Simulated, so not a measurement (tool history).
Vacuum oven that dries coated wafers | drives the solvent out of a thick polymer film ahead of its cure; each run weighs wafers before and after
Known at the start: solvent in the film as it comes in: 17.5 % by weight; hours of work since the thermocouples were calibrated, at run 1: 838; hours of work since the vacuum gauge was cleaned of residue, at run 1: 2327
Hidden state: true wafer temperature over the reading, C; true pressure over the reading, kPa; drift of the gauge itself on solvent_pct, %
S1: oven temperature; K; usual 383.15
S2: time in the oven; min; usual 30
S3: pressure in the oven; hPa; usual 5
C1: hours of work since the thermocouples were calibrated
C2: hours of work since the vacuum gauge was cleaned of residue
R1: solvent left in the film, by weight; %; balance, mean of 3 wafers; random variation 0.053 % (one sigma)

| run | hour | S1 | S2 | S3 | C1 | C2 | R1 |
|---|---|---|---|---|---|---|---|
| 1 | 0 | 383.15 | 30 | 5 | 838 | 2327 | 1.56 |
| 2 | 60.8 | 383.15 | 30 | 5 | 879 | 2368 | 1.63 |
| 3 | 124.2 | 383.15 | 30 | 5 | 922 | 2410 | 1.63 |
| 4 | 231.6 | 383.15 | 30 | 5 | 994 | 2483 | 1.68 |
| 5 | 313.2 | 383.15 | 30 | 5 | 1049 | 2537 | 1.67 |
| 6 | 398.3 | 383.15 | 30 | 5 | 1106 | 2594 | 1.68 |
| 7 | 450.9 | 383.15 | 30 | 5 | 1141 | 2630 | 1.58 |
| 8 | 565.5 | 383.15 | 30 | 5 | 1218 | 2706 | 1.67 |
| 9 | 646 | 396.15 | 30 | 5 | 1272 | 2760 | 0.17 |
| 10 | 726.6 | 396.15 | 30 | 5 | 1326 | 2815 | 0.14 |
| 11 | 830.5 | 383.15 | 30 | 5 | 1396 | 2884 | 1.58 |
| 12 | 893.9 | 383.15 | 30 | 5 | 1438 | 2927 | 1.67 |
| 13 | 1002.8 | 383.15 | 30 | 5 | 1511 | 3000 | 1.61 |
|  | 1032.1 | oven's thermocouples calibrated |
| 14 | 1111.9 | 383.15 | 30 | 5.38 | 54 | 3072 | 1.65 |
| 15 | 1197.4 | 373.15 | 30 | 5.38 | 111 | 3129 | 4.71 |
|  | 1247.2 | vacuum gauge cleaned of residue and calibrated |
| 16 | 1247.2 | 376.15 | 20 | 5.63 | 143 | 0 | 5.61 |
| 17 | 1340.3 | 376.15 | 20 | 5.63 | 206 | 62 | 5.74 |
| 18 | 1455.8 | 376.15 | 31 | 5.63 | 283 | 140 | 3.39 |
| 19 | 1523.9 | 371.15 | 20 | 6.42 | 329 | 186 | 7.43 |
| 20 | 1628 | 374.15 | 48 | 6.81 | 399 | 255 | 2.14 |
| 21 | 1706.1 | 374.15 | 48 | 6.81 | 451 | 308 | 2.17 |
| 22 | 1774.3 | 375.15 | 18 | 4.18 | 497 | 354 | 6.62 |
| 23 | 1827.1 | 368.15 | 18 | 5.01 | 532 | 389 | 8.8 |
| 24 | 1888.9 | 368.15 | 18 | 5.01 | 574 | 430 | 8.8 |
| 25 | 1964.7 | 386.15 | 21 | 17.87 | 625 | 481 | 2.45 |
| 26 | 2060.8 | 394.15 | 18 | 5 | 689 | 546 | 0.99 |
| 27 | 2124 | 383.15 | 20 | 14.86 | 731 | 588 | 3.48 |
| 28 | 2196.7 | 372.15 | 32 | 8.69 | 780 | 637 | 4.63 |
| 29 | 2297.5 | 383.15 | 23 | 12.86 | 848 | 705 | 2.79 |

3 ways to go on from here, each from the tool as it stands after run 29. What would each give?
| A | 2397.3 | 375.15 | 17 | 4.42 | 915 | 772 | ? |
| B | 2397.3 | 385.15 | 21 | 3.11 | 915 | 772 | ? |
| C | 2397.3 | 379.15 | 22 | 17.35 | 915 | 772 | ? |

| run | R1 |
|---|---|
| A | 6.86 |
| B | 2.43 |
| C | 4.34 |
Without the tool's hidden state the same runs would have given:
| run | R1 |
|---|---|
| A | 6.87 |
| B | 2.44 |
| C | 4.35 |
